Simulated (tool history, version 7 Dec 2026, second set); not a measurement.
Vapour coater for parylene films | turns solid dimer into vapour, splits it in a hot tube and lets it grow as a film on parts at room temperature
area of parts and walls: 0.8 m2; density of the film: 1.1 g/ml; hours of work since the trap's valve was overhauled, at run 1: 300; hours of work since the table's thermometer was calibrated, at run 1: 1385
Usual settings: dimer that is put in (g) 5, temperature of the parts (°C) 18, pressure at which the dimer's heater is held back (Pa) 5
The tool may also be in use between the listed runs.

| run | day | dimer that is put in (g) | temperature of the parts (°C) | pressure at which the dimer's heater is held back (Pa) | hours of work since the trap's valve was overhauled | hours of work since the table's thermometer was calibrated | thickness of the film (µm) |
|---|---|---|---|---|---|---|---|
| 1 | 0 | 5 | 18 | 5 | 300 | 1385 | 2.52 |
| 2 | 2.146 | 5 | 18 | 5 | 334 | 1419 | 2.49 |
|  | 3.55 | table's thermometer calibrated |
| 3 | 3.821 | 5 | 18 | 5 | 360 | 4 | 2.58 |
| 4 | 5.667 | 5 | 11 | 5 | 390 | 34 | 3.3 |
| 5 | 6.646 | 5 | 11 | 5 | 406 | 50 | 3.28 |
| 6 | 8.088 | 5 | 18 | 5 | 429 | 73 | 2.55 |
| 7 | 9.117 | 5 | 18 | 6.85 | 445 | 89 | 2.44 |
| 8 | 11.021 | 5 | 18 | 6.85 | 476 | 120 | 2.37 |
| 9 | 11.896 | 5 | 18 | 5 | 490 | 134 | 2.49 |
| 10 | 13.325 | 5 | 18 | 5 | 513 | 157 | 2.54 |
| 11 | 14.625 | 8 | 18 | 5 | 534 | 178 | 3.96 |
| 12 | 16.129 | 5 | 18 | 5 | 558 | 202 | 2.53 |
| 13 | 17.554 | 5 | 18 | 5 | 581 | 225 | 2.48 |
| 14 | 19.275 | 5 | 18 | 5 | 608 | 252 | 2.48 |
|  | 19.533 | trap's valve overhauled |
| 15 | 20.525 | 3 | 18 | 5 | 16 | 270 | 1.4 |
| 16 | 22.225 | 3 | 18 | 11.67 | 43 | 297 | 1.2 |
| 17 | 23.675 | 3 | 16 | 11.67 | 66 | 320 | 1.26 |
|  | 24.054 | trap's valve overhauled, once more |
| 18 | 25.179 | 2 | 18 | 5 | 18 | 342 | 1.06 |
| 19 | 26.475 | 2 | 18 | 5 | 39 | 362 | 1.07 |
| 20 | 28.212 | 5 | 18 | 5 | 67 | 390 | 2.63 |
| 21 | 29.796 | 5 | 18 | 2.9 | 92 | 416 | 2.97 |
| 22 | 31.75 | 5 | 18 | 11 | 123 | 447 | 2.25 |
| 23 | 32.921 | 5 | 18 | 11 | 142 | 466 | 2.23 |
| 24 | 33.817 | 5 | 18 | 11 | 157 | 480 | 2.24 |
| 25 | 34.925 | 4 | 18 | 2.85 | 174 | 498 | 2.38 |
| 26 | 36.5 | 5 | 20 | 2.1 | 200 | 523 | 2.88 |
| 27 | 38.583 | 5 | 20 | 2.1 | 233 | 557 | 2.91 |
| 28 | 39.988 | 8 | 11 | 9.98 | 256 | 579 | 4.51 |
| 29 | 41.071 | 5 | 14 | 5 | 273 | 596 | 2.93 |
| 30 | 42.612 | 3 | 10 | 3.95 | 298 | 621 | 2.1 |
| 31 | 43.604 | 3 | 10 | 3.95 | 314 | 637 | 2.12 |
| 32 | 44.542 | 3 | 10 | 3.95 | 329 | 652 | 2.13 |
| 33 | 46.417 | 3 | 10 | 3.95 | 359 | 682 | 2.08 |
| 34 | 47.912 | 9 | 28 | 2.39 | 383 | 706 | 3.64 |
| 35 | 49.438 | 5 | 21 | 6.27 | 407 | 731 | 2.15 |
| 36 | 50.879 | 5 | 21 | 6.27 | 430 | 754 | 2.15 |
| 37 | 52.808 | 5 | 12 | 6.66 | 461 | 785 | 2.9 |
| 38 | 54.292 | 7 | 24 | 8.73 | 485 | 808 | 2.5 |
| 39 | 56.233 | 7 | 24 | 8.73 | 516 | 840 | 2.5 |
| 40 | 57.121 | 7 | 21 | 4.83 | 530 | 854 | 3.1 |
| 41 | 58.125 | 7 | 20 | 2.45 | 546 | 870 | 3.72 |
| 42 | 60.288 | 8 | 18 | 5 | 581 | 905 | 3.91 |
| 43 | 61.508 | 3 | 18 | 2.98 | 601 | 924 | 1.62 |
|  | 62.267 | trap's valve overhauled |
| 44 | 63.304 | 3 | 21 | 5 | 17 | 950 | 1.45 |
| 45 | 65.054 | 4 | 29 | 5.09 | 45 | 978 | 1.46 |
| 46 | 67.112 | 6 | 11 | 2.14 | 78 | 1011 | 4.81 |

Some steps in thickness of the film (µm) between neighbouring runs. How much of each would the tool show without its hidden state too (settings, what came in, random variation), and how much is left for the hidden state, with any gauge scatter that isn't in both results?
The hidden state here: vapour lost through the trap's worn valve, %; true temperature of the parts over the reading, C; drift of the gauge itself on film_um, %.
Run 17 -> 18: dimer that is put in (g) 3 -> 2, temperature of the parts (°C) 16 -> 18, pressure at which the dimer's heater is held back (Pa) 11.67 -> 5, trap's valve overhauled, once more. thickness of the film (µm) -0.2: hidden state +0.21, all else -0.41.
Run 27 -> 28: dimer that is put in (g) 5 -> 8, temperature of the parts (°C) 20 -> 11, pressure at which the dimer's heater is held back (Pa) 2.1 -> 9.98. thickness of the film (µm) +1.6: hidden state -0.11, all else +1.71.
Run 42 -> 43: dimer that is put in (g) 8 -> 3, pressure at which the dimer's heater is held back (Pa) 5 -> 2.98. thickness of the film (µm) -2.29: hidden state +0.3, all else -2.59.
Run 43 -> 44: temperature of the parts (°C) 18 -> 21, pressure at which the dimer's heater is held back (Pa) 2.98 -> 5, trap's valve overhauled. thickness of the film (µm) -0.17: hidden state +0.18, all else -0.35.
Run 45 -> 46: dimer that is put in (g) 4 -> 6, temperature of the parts (°C) 29 -> 11, pressure at which the dimer's heater is held back (Pa) 5.09 -> 2.14. thickness of the film (µm) +3.35: hidden state -0.16, all else +3.51.

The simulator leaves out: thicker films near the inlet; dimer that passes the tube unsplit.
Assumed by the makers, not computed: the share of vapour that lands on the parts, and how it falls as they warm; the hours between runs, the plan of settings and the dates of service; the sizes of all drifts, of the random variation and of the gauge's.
